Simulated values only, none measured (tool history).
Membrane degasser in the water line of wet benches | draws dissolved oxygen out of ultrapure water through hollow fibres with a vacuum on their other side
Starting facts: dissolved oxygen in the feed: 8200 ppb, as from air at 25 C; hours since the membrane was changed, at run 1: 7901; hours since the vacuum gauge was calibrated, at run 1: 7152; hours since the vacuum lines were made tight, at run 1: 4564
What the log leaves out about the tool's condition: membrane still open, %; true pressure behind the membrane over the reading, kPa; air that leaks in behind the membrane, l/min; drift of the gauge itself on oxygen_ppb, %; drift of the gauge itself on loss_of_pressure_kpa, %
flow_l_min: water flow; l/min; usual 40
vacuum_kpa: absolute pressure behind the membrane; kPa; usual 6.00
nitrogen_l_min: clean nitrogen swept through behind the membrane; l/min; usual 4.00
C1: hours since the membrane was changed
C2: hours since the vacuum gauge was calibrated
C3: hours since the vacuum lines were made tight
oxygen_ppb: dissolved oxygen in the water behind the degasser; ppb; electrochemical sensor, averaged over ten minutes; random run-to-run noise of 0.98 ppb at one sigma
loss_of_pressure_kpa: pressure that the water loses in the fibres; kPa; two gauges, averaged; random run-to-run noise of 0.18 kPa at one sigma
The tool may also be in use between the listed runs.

{"run": 1, "hour": 0.0, "flow_l_min": 40, "vacuum_kpa": 6.0, "nitrogen_l_min": 4.0, "C1": 7901, "C2": 7152, "C3": 4564, "oxygen_ppb": 105.3, "loss_of_pressure_kpa": 32.94}
{"run": 2, "hour": 227.2, "flow_l_min": 40, "vacuum_kpa": 6.0, "nitrogen_l_min": 4.0, "C1": 8128, "C2": 7379, "C3": 4791, "oxygen_ppb": 105.8, "loss_of_pressure_kpa": 33.03}
{"run": 3, "hour": 412.4, "flow_l_min": 40, "vacuum_kpa": 6.0, "nitrogen_l_min": 4.0, "C1": 8313, "C2": 7565, "C3": 4977, "oxygen_ppb": 103.5, "loss_of_pressure_kpa": 32.92}
{"run": 4, "hour": 542.9, "flow_l_min": 40, "vacuum_kpa": 6.0, "nitrogen_l_min": 4.0, "C1": 8444, "C2": 7695, "C3": 5107, "oxygen_ppb": 104.7, "loss_of_pressure_kpa": 33.02}
{"run": 5, "hour": 670.2, "flow_l_min": 40, "vacuum_kpa": 12.94, "nitrogen_l_min": 4.0, "C1": 8571, "C2": 7822, "C3": 5234, "oxygen_ppb": 262.0, "loss_of_pressure_kpa": 33.24}
{"run": 6, "hour": 901.6, "flow_l_min": 40, "vacuum_kpa": 12.94, "nitrogen_l_min": 4.0, "C1": 8802, "C2": 8054, "C3": 5466, "oxygen_ppb": 266.0, "loss_of_pressure_kpa": 32.83}
{"run": 7, "hour": 1070.6, "flow_l_min": 40, "vacuum_kpa": 12.94, "nitrogen_l_min": 4.0, "C1": 8971, "C2": 8223, "C3": 5635, "oxygen_ppb": 261.2, "loss_of_pressure_kpa": 33.16}
{"run": 8, "hour": 1200.4, "flow_l_min": 40, "vacuum_kpa": 12.94, "nitrogen_l_min": 4.0, "C1": 9101, "C2": 8353, "C3": 5765, "oxygen_ppb": 264.1, "loss_of_pressure_kpa": 32.84}
{"hour": 1234.3, "done": "vacuum gauge calibrated"}
{"run": 9, "hour": 1407.6, "flow_l_min": 40, "vacuum_kpa": 6.0, "nitrogen_l_min": 4.0, "C1": 9308, "C2": 173, "C3": 5971, "oxygen_ppb": 99.2, "loss_of_pressure_kpa": 33.27}
{"run": 10, "hour": 1610.5, "flow_l_min": 40, "vacuum_kpa": 6.0, "nitrogen_l_min": 4.0, "C1": 9511, "C2": 376, "C3": 6174, "oxygen_ppb": 99.6, "loss_of_pressure_kpa": 33.21}
{"run": 11, "hour": 1729.6, "flow_l_min": 40, "vacuum_kpa": 6.32, "nitrogen_l_min": 4.0, "C1": 9630, "C2": 495, "C3": 6293, "oxygen_ppb": 107.4, "loss_of_pressure_kpa": 33.26}
{"run": 12, "hour": 1964.5, "flow_l_min": 60, "vacuum_kpa": 6.0, "nitrogen_l_min": 4.0, "C1": 9865, "C2": 730, "C3": 6528, "oxygen_ppb": 177.5, "loss_of_pressure_kpa": 49.55}
{"run": 13, "hour": 2147.5, "flow_l_min": 60, "vacuum_kpa": 6.0, "nitrogen_l_min": 4.0, "C1": 10048, "C2": 913, "C3": 6711, "oxygen_ppb": 179.3, "loss_of_pressure_kpa": 49.84}
{"run": 14, "hour": 2313.5, "flow_l_min": 60, "vacuum_kpa": 6.0, "nitrogen_l_min": 4.0, "C1": 10214, "C2": 1079, "C3": 6877, "oxygen_ppb": 177.6, "loss_of_pressure_kpa": 49.96}
{"run": 15, "hour": 2525.1, "flow_l_min": 34, "vacuum_kpa": 5.56, "nitrogen_l_min": 4.0, "C1": 10425, "C2": 1291, "C3": 7089, "oxygen_ppb": 70.8, "loss_of_pressure_kpa": 28.21}
{"run": 16, "hour": 2636.7, "flow_l_min": 32, "vacuum_kpa": 6.84, "nitrogen_l_min": 5.68, "C1": 10537, "C2": 1402, "C3": 7200, "oxygen_ppb": 71.5, "loss_of_pressure_kpa": 26.53}
{"run": 17, "hour": 2762.9, "flow_l_min": 25, "vacuum_kpa": 6.84, "nitrogen_l_min": 5.68, "C1": 10663, "C2": 1529, "C3": 7327, "oxygen_ppb": 50.9, "loss_of_pressure_kpa": 20.83}
{"run": 18, "hour": 2916.2, "flow_l_min": 41, "vacuum_kpa": 8.23, "nitrogen_l_min": 4.0, "C1": 10816, "C2": 1682, "C3": 7480, "oxygen_ppb": 157.6, "loss_of_pressure_kpa": 33.83}
{"run": 19, "hour": 3056.1, "flow_l_min": 27, "vacuum_kpa": 6.68, "nitrogen_l_min": 4.09, "C1": 10956, "C2": 1822, "C3": 7620, "oxygen_ppb": 70.2, "loss_of_pressure_kpa": 22.29}
{"run": 20, "hour": 3166.5, "flow_l_min": 59, "vacuum_kpa": 7.92, "nitrogen_l_min": 5.03, "C1": 11067, "C2": 1932, "C3": 7730, "oxygen_ppb": 208.5, "loss_of_pressure_kpa": 49.15}
{"run": 21, "hour": 3306.0, "flow_l_min": 31, "vacuum_kpa": 6.39, "nitrogen_l_min": 2.47, "C1": 11206, "C2": 2072, "C3": 7870, "oxygen_ppb": 113.0, "loss_of_pressure_kpa": 25.45}
{"run": 22, "hour": 3453.9, "flow_l_min": 31, "vacuum_kpa": 6.39, "nitrogen_l_min": 2.47, "C1": 11354, "C2": 2220, "C3": 8018, "oxygen_ppb": 114.0, "loss_of_pressure_kpa": 25.78}
{"run": 23, "hour": 3637.9, "flow_l_min": 31, "vacuum_kpa": 6.39, "nitrogen_l_min": 2.47, "C1": 11538, "C2": 2404, "C3": 8202, "oxygen_ppb": 113.2, "loss_of_pressure_kpa": 25.68}
{"run": 24, "hour": 3773.8, "flow_l_min": 31, "vacuum_kpa": 5.77, "nitrogen_l_min": 2.47, "C1": 11674, "C2": 2540, "C3": 8337, "oxygen_ppb": 95.2, "loss_of_pressure_kpa": 26.01}
{"run": 25, "hour": 3994.4, "flow_l_min": 31, "vacuum_kpa": 5.77, "nitrogen_l_min": 2.47, "C1": 11895, "C2": 2760, "C3": 8558, "oxygen_ppb": 96.0, "loss_of_pressure_kpa": 25.88}

3 options for the next run, each taken on its own from the tool as it stands now. Forecast them:
{"run": "A", "hour": 4127.6, "flow_l_min": 54, "vacuum_kpa": 7.68, "nitrogen_l_min": 6.63, "C1": 12028, "C2": 2893, "C3": 8691, "oxygen_ppb": "?", "loss_of_pressure_kpa": "?"}
{"run": "B", "hour": 4127.6, "flow_l_min": 39, "vacuum_kpa": 13.8, "nitrogen_l_min": 2.93, "C1": 12028, "C2": 2893, "C3": 8691, "oxygen_ppb": "?", "loss_of_pressure_kpa": "?"}
{"run": "C", "hour": 4127.6, "flow_l_min": 54, "vacuum_kpa": 7.79, "nitrogen_l_min": 3.97, "C1": 12028, "C2": 2893, "C3": 8691, "oxygen_ppb": "?", "loss_of_pressure_kpa": "?"}

run=A oxygen_ppb=154.8 loss_of_pressure_kpa=44.96
run=B oxygen_ppb=353.5 loss_of_pressure_kpa=32.37
run=C oxygen_ppb=214.8 loss_of_pressure_kpa=45.18
With the hidden condition removed and each run's random variation left untouched, the same runs would have given:
run=A oxygen_ppb=140.7 loss_of_pressure_kpa=43.26
run=B oxygen_ppb=340.2 loss_of_pressure_kpa=31.14
run=C oxygen_ppb=199.2 loss_of_pressure_kpa=43.47
